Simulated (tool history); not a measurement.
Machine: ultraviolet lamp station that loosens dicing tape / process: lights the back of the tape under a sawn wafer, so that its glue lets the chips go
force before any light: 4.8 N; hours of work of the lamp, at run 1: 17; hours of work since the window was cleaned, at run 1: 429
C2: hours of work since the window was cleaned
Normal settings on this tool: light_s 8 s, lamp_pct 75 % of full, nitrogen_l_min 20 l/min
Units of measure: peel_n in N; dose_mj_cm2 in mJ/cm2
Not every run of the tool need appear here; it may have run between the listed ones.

{"run": 1, "hour": 0.0, "light_s": 8, "lamp_pct": 75, "nitrogen_l_min": 20, "hours of work of the lamp": 17, "C2": 429, "peel_n": 0.626, "dose_mj_cm2": 338}
{"run": 2, "hour": 13.3, "light_s": 8, "lamp_pct": 75, "nitrogen_l_min": 20, "hours of work of the lamp": 24, "C2": 435, "peel_n": 0.655, "dose_mj_cm2": 336}
{"run": 3, "hour": 20.4, "light_s": 8, "lamp_pct": 75, "nitrogen_l_min": 20, "hours of work of the lamp": 28, "C2": 439, "peel_n": 0.641, "dose_mj_cm2": 340}
{"run": 4, "hour": 29.5, "light_s": 15, "lamp_pct": 75, "nitrogen_l_min": 20, "hours of work of the lamp": 32, "C2": 444, "peel_n": 0.216, "dose_mj_cm2": 627}
{"run": 5, "hour": 41.2, "light_s": 8, "lamp_pct": 75, "nitrogen_l_min": 20, "hours of work of the lamp": 38, "C2": 450, "peel_n": 0.638, "dose_mj_cm2": 336}
{"run": 6, "hour": 55.7, "light_s": 8, "lamp_pct": 75, "nitrogen_l_min": 20, "hours of work of the lamp": 46, "C2": 457, "peel_n": 0.66, "dose_mj_cm2": 337}
{"run": 7, "hour": 62.3, "light_s": 8, "lamp_pct": 75, "nitrogen_l_min": 20, "hours of work of the lamp": 49, "C2": 460, "peel_n": 0.641, "dose_mj_cm2": 333}
{"run": 8, "hour": 74.8, "light_s": 8, "lamp_pct": 75, "nitrogen_l_min": 20, "hours of work of the lamp": 55, "C2": 467, "peel_n": 0.639, "dose_mj_cm2": 331}
{"run": 9, "hour": 82.7, "light_s": 8, "lamp_pct": 75, "nitrogen_l_min": 20, "hours of work of the lamp": 59, "C2": 471, "peel_n": 0.677, "dose_mj_cm2": 332}
{"hour": 84.1, "done": "window cleaned of glue's vapour"}
{"run": 10, "hour": 94.4, "light_s": 8, "lamp_pct": 75, "nitrogen_l_min": 20, "hours of work of the lamp": 65, "C2": 5, "peel_n": 0.696, "dose_mj_cm2": 321}
{"run": 11, "hour": 100.9, "light_s": 11, "lamp_pct": 88, "nitrogen_l_min": 33, "hours of work of the lamp": 69, "C2": 9, "peel_n": 0.244, "dose_mj_cm2": 513}
{"run": 12, "hour": 114.6, "light_s": 4, "lamp_pct": 63, "nitrogen_l_min": 40, "hours of work of the lamp": 76, "C2": 16, "peel_n": 1.768, "dose_mj_cm2": 134}
{"hour": 122.0, "done": "window cleaned of glue's vapour, once more"}
{"run": 13, "hour": 124.4, "light_s": 4, "lamp_pct": 63, "nitrogen_l_min": 40, "hours of work of the lamp": 80, "C2": 1, "peel_n": 1.531, "dose_mj_cm2": 163}
{"run": 14, "hour": 136.8, "light_s": 8, "lamp_pct": 94, "nitrogen_l_min": 9, "hours of work of the lamp": 87, "C2": 8, "peel_n": 0.531, "dose_mj_cm2": 470}
{"run": 15, "hour": 149.5, "light_s": 8, "lamp_pct": 95, "nitrogen_l_min": 34, "hours of work of the lamp": 93, "C2": 14, "peel_n": 0.277, "dose_mj_cm2": 473}
{"run": 16, "hour": 160.9, "light_s": 8, "lamp_pct": 95, "nitrogen_l_min": 34, "hours of work of the lamp": 99, "C2": 20, "peel_n": 0.264, "dose_mj_cm2": 473}
{"run": 17, "hour": 170.7, "light_s": 8, "lamp_pct": 95, "nitrogen_l_min": 34, "hours of work of the lamp": 104, "C2": 25, "peel_n": 0.278, "dose_mj_cm2": 474}
{"run": 18, "hour": 181.7, "light_s": 11, "lamp_pct": 71, "nitrogen_l_min": 20, "hours of work of the lamp": 110, "C2": 31, "peel_n": 0.323, "dose_mj_cm2": 482}

Branching from run 18: 3 alternative next runs. What would each branch give?
{"run": "A", "hour": 189.9, "light_s": 11, "lamp_pct": 71, "nitrogen_l_min": 6, "hours of work of the lamp": 114, "C2": 35, "peel_n": "?", "dose_mj_cm2": "?"}
{"run": "B", "hour": 189.9, "light_s": 14, "lamp_pct": 61, "nitrogen_l_min": 7, "hours of work of the lamp": 114, "C2": 35, "peel_n": "?", "dose_mj_cm2": "?"}
{"run": "C", "hour": 189.9, "light_s": 11, "lamp_pct": 69, "nitrogen_l_min": 18, "hours of work of the lamp": 114, "C2": 35, "peel_n": "?", "dose_mj_cm2": "?"}

run=A peel_n=0.659 dose_mj_cm2=483
run=B peel_n=0.493 dose_mj_cm2=531
run=C peel_n=0.386 dose_mj_cm2=471
Without the tool's hidden state the same runs would have given:
run=A peel_n=0.614 dose_mj_cm2=503
run=B peel_n=0.458 dose_mj_cm2=553
run=C peel_n=0.359 dose_mj_cm2=490
